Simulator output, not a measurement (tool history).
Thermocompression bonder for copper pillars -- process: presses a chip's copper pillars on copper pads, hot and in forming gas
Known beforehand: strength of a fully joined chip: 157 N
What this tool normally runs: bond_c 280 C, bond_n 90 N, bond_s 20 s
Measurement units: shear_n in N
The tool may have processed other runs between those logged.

run 1 day=0.000 | bond_c=280 bond_n=90 bond_s=20 | shear_n=103.4
run 2 day=0.629 | bond_c=280 bond_n=90 bond_s=20 | shear_n=104.9
run 3 day=1.317 | bond_c=280 bond_n=90 bond_s=20 | shear_n=103.3
run 4 day=1.804 | bond_c=280 bond_n=90 bond_s=20 | shear_n=103.2
-- day=2.212 heater calibrated with a thermocouple chip
run 5 day=2.558 | bond_c=280 bond_n=90 bond_s=20 | shear_n=104.5
run 6 day=3.246 | bond_c=280 bond_n=90 bond_s=20 | shear_n=105.4
run 7 day=3.662 | bond_c=280 bond_n=90 bond_s=20 | shear_n=104.9
run 8 day=4.317 | bond_c=280 bond_n=90 bond_s=20 | shear_n=104.5
run 9 day=4.992 | bond_c=280 bond_n=90 bond_s=20 | shear_n=103.3
run 10 day=5.388 | bond_c=307 bond_n=90 bond_s=20 | shear_n=125.2
run 11 day=5.912 | bond_c=280 bond_n=90 bond_s=20 | shear_n=104.0
run 12 day=6.246 | bond_c=280 bond_n=90 bond_s=20 | shear_n=104.0
-- day=6.475 heater calibrated with a thermocouple chip, once more
run 13 day=6.688 | bond_c=271 bond_n=90 bond_s=20 | shear_n=86.7
run 14 day=7.325 | bond_c=271 bond_n=90 bond_s=20 | shear_n=88.4
run 15 day=7.908 | bond_c=301 bond_n=130 bond_s=13 | shear_n=122.7
run 16 day=8.575 | bond_c=259 bond_n=64 bond_s=20 | shear_n=56.4
run 17 day=8.988 | bond_c=259 bond_n=64 bond_s=20 | shear_n=57.1
run 18 day=9.296 | bond_c=280 bond_n=90 bond_s=25 | shear_n=101.5
run 19 day=9.871 | bond_c=280 bond_n=90 bond_s=25 | shear_n=100.7
run 20 day=10.254 | bond_c=280 bond_n=90 bond_s=25 | shear_n=102.8
run 21 day=10.683 | bond_c=280 bond_n=90 bond_s=17 | shear_n=89.9
run 22 day=11.088 | bond_c=280 bond_n=134 bond_s=18 | shear_n=116.7
run 23 day=11.767 | bond_c=280 bond_n=134 bond_s=18 | shear_n=115.5
-- day=12.075 forming gas filter changed
run 24 day=12.367 | bond_c=280 bond_n=134 bond_s=18 | shear_n=127.7
run 25 day=13.083 | bond_c=281 bond_n=100 bond_s=50 | shear_n=135.3
run 26 day=13.662 | bond_c=281 bond_n=100 bond_s=50 | shear_n=133.9
run 27 day=14.408 | bond_c=281 bond_n=74 bond_s=35 | shear_n=107.2
run 28 day=15.129 | bond_c=284 bond_n=82 bond_s=59 | shear_n=130.4

4 ways to go on from here, each from the tool as it stands after run 28. What would each give?
run A day=15.738 | bond_c=265 bond_n=121 bond_s=59 | shear_n=?
run B day=15.738 | bond_c=254 bond_n=121 bond_s=11 | shear_n=?
run C day=15.738 | bond_c=260 bond_n=90 bond_s=20 | shear_n=?
run D day=15.738 | bond_c=280 bond_n=90 bond_s=11 | shear_n=?

run=A shear_n=133.8
run=B shear_n=79.4
run=C shear_n=83.1
run=D shear_n=85.7
With the hidden condition removed and each run's random variation left untouched, the same runs would have given:
run=A shear_n=135.1
run=B shear_n=80.2
run=C shear_n=83.9
run=D shear_n=86.5
